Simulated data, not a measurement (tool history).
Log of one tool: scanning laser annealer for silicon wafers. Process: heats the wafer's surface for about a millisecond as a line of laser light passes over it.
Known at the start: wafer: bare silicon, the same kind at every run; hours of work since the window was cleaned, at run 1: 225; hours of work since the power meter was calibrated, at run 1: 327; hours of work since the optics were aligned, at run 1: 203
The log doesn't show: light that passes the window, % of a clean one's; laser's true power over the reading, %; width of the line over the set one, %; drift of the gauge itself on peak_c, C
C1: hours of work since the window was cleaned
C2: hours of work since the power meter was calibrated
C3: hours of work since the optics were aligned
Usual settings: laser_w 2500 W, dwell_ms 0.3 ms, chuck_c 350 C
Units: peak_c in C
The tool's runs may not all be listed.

{"run": 1, "day": 0.0, "laser_w": 2500, "dwell_ms": 0.3, "chuck_c": 350, "C1": 225, "C2": 327, "C3": 203, "peak_c": 1065}
{"run": 2, "day": 0.375, "laser_w": 2500, "dwell_ms": 0.3, "chuck_c": 350, "C1": 232, "C2": 334, "C3": 209, "peak_c": 1058}
{"run": 3, "day": 0.892, "laser_w": 2500, "dwell_ms": 0.3, "chuck_c": 350, "C1": 240, "C2": 342, "C3": 218, "peak_c": 1057}
{"run": 4, "day": 1.254, "laser_w": 2500, "dwell_ms": 0.3, "chuck_c": 350, "C1": 246, "C2": 348, "C3": 224, "peak_c": 1062}
{"run": 5, "day": 1.933, "laser_w": 2500, "dwell_ms": 0.3, "chuck_c": 350, "C1": 258, "C2": 360, "C3": 235, "peak_c": 1059}
{"run": 6, "day": 2.542, "laser_w": 2500, "dwell_ms": 0.3, "chuck_c": 350, "C1": 268, "C2": 370, "C3": 245, "peak_c": 1060}
{"run": 7, "day": 2.975, "laser_w": 2500, "dwell_ms": 0.3, "chuck_c": 350, "C1": 275, "C2": 377, "C3": 253, "peak_c": 1058}
{"run": 8, "day": 3.388, "laser_w": 2500, "dwell_ms": 0.3, "chuck_c": 350, "C1": 282, "C2": 384, "C3": 259, "peak_c": 1059}
{"run": 9, "day": 3.783, "laser_w": 2500, "dwell_ms": 0.3, "chuck_c": 350, "C1": 288, "C2": 390, "C3": 266, "peak_c": 1061}
{"run": 10, "day": 4.229, "laser_w": 2500, "dwell_ms": 0.3, "chuck_c": 350, "C1": 296, "C2": 398, "C3": 273, "peak_c": 1057}
{"run": 11, "day": 4.667, "laser_w": 2161, "dwell_ms": 0.3, "chuck_c": 350, "C1": 303, "C2": 405, "C3": 281, "peak_c": 935}
{"run": 12, "day": 5.342, "laser_w": 2161, "dwell_ms": 0.3, "chuck_c": 350, "C1": 314, "C2": 416, "C3": 292, "peak_c": 935}
{"run": 13, "day": 5.821, "laser_w": 2500, "dwell_ms": 0.3, "chuck_c": 350, "C1": 322, "C2": 424, "C3": 300, "peak_c": 1058}
{"run": 14, "day": 6.442, "laser_w": 2500, "dwell_ms": 0.3, "chuck_c": 350, "C1": 333, "C2": 435, "C3": 310, "peak_c": 1055}
{"run": 15, "day": 7.025, "laser_w": 2500, "dwell_ms": 0.3, "chuck_c": 350, "C1": 342, "C2": 444, "C3": 320, "peak_c": 1054}
{"run": 16, "day": 7.633, "laser_w": 2161, "dwell_ms": 0.351, "chuck_c": 343, "C1": 353, "C2": 455, "C3": 330, "peak_c": 979}
{"day": 7.829, "done": "laser's power meter calibrated"}
{"run": 17, "day": 8.404, "laser_w": 2471, "dwell_ms": 0.25, "chuck_c": 350, "C1": 363, "C2": 10, "C3": 341, "peak_c": 976}
{"run": 18, "day": 8.725, "laser_w": 2500, "dwell_ms": 0.296, "chuck_c": 350, "C1": 369, "C2": 15, "C3": 346, "peak_c": 1047}
{"run": 19, "day": 9.171, "laser_w": 2359, "dwell_ms": 0.296, "chuck_c": 350, "C1": 376, "C2": 22, "C3": 354, "peak_c": 999}
{"run": 20, "day": 9.754, "laser_w": 2712, "dwell_ms": 0.3, "chuck_c": 354, "C1": 386, "C2": 32, "C3": 363, "peak_c": 1136}
{"run": 21, "day": 10.071, "laser_w": 2712, "dwell_ms": 0.3, "chuck_c": 354, "C1": 391, "C2": 37, "C3": 369, "peak_c": 1138}
{"day": 10.533, "done": "laser's power meter calibrated, once more"}
{"run": 22, "day": 10.808, "laser_w": 2335, "dwell_ms": 0.253, "chuck_c": 383, "C1": 401, "C2": 5, "C3": 379, "peak_c": 973}
{"run": 23, "day": 11.438, "laser_w": 2335, "dwell_ms": 0.228, "chuck_c": 383, "C1": 412, "C2": 15, "C3": 389, "peak_c": 939}
{"run": 24, "day": 12.025, "laser_w": 2719, "dwell_ms": 0.3, "chuck_c": 357, "C1": 422, "C2": 25, "C3": 399, "peak_c": 1143}
{"run": 25, "day": 12.596, "laser_w": 2719, "dwell_ms": 0.3, "chuck_c": 357, "C1": 431, "C2": 34, "C3": 409, "peak_c": 1144}
{"run": 26, "day": 13.254, "laser_w": 2719, "dwell_ms": 0.3, "chuck_c": 357, "C1": 442, "C2": 45, "C3": 420, "peak_c": 1139}
{"run": 27, "day": 13.775, "laser_w": 2311, "dwell_ms": 0.287, "chuck_c": 389, "C1": 451, "C2": 54, "C3": 428, "peak_c": 1010}
{"run": 28, "day": 14.329, "laser_w": 2605, "dwell_ms": 0.307, "chuck_c": 376, "C1": 460, "C2": 63, "C3": 438, "peak_c": 1126}
{"run": 29, "day": 14.942, "laser_w": 2605, "dwell_ms": 0.307, "chuck_c": 376, "C1": 470, "C2": 73, "C3": 448, "peak_c": 1128}
{"run": 30, "day": 15.646, "laser_w": 2713, "dwell_ms": 0.307, "chuck_c": 328, "C1": 482, "C2": 85, "C3": 459, "peak_c": 1117}

Measured less the same run without the tool's hidden state. The same run-to-run variation is in both; the gauge's scatter may not be:
run=1 peak_c=-12
run=2 peak_c=-13
run=3 peak_c=-14
run=4 peak_c=-14
run=5 peak_c=-15
run=6 peak_c=-15
run=7 peak_c=-15
run=8 peak_c=-15
run=9 peak_c=-16
run=10 peak_c=-17
run=11 peak_c=-14
run=12 peak_c=-14
run=13 peak_c=-18
run=14 peak_c=-18
run=15 peak_c=-19
run=16 peak_c=-18
run=17 peak_c=-18
run=18 peak_c=-20
run=19 peak_c=-19
run=20 peak_c=-24
run=21 peak_c=-24
run=22 peak_c=-14
run=23 peak_c=-14
run=24 peak_c=-21
run=25 peak_c=-21
run=26 peak_c=-22
run=27 peak_c=-18
run=28 peak_c=-22
run=29 peak_c=-23
run=30 peak_c=-24

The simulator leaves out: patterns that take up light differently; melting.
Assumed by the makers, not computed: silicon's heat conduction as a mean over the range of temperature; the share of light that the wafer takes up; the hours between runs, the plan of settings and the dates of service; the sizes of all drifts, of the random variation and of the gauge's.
